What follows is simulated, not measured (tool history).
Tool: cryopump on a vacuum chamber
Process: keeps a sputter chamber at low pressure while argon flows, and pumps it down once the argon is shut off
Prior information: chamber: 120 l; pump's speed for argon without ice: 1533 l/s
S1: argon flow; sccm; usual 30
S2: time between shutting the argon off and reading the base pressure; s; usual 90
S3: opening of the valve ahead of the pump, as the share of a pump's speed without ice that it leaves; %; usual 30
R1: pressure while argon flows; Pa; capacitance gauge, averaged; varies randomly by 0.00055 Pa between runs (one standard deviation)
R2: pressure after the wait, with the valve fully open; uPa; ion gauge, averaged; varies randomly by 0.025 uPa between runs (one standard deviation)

run	hour	S1	S2	S3	R1	R2
1	0.0	30	90	30	0.1110	3.32
2	32.4	30	90	30	0.1114	3.53
3	57.3	30	90	30	0.1105	3.53
4	80.3	47	90	30	0.1751	3.55
5	112.4	30	90	30	0.1106	3.60
6	139.6	30	90	30	0.1129	3.56
7	156.3	30	90	30	0.1127	3.75
# hour 164.8: leaking fittings of the chamber tightened, without venting
8	196.0	30	90	30	0.1124	1.11
9	229.0	30	124	30	0.1125	0.91
10	254.5	30	90	30	0.1124	1.22
11	275.5	30	90	30	0.1136	1.20
12	307.9	30	90	30	0.1131	1.26
13	338.0	30	90	30	0.1138	1.31
14	364.1	30	90	30	0.1135	1.30
15	395.0	30	90	30	0.1141	1.39
16	410.8	30	90	30	0.1136	1.37
17	432.3	30	90	16	0.2113	1.41
18	456.2	30	90	16	0.2109	1.44
19	473.3	30	90	16	0.2105	1.45
20	491.6	37	75	33	0.1278	1.70
21	518.2	37	41	33	0.1300	2.61

Predict the results of run 22:
22	534.6	30	90	38	?	?

Run 22 gave R1 0.0919 Pa, R2 1.54 uPa.
Had the tool carried no hidden state, the very same run would have given R1 0.0871 Pa, R2 1.04 uPa.
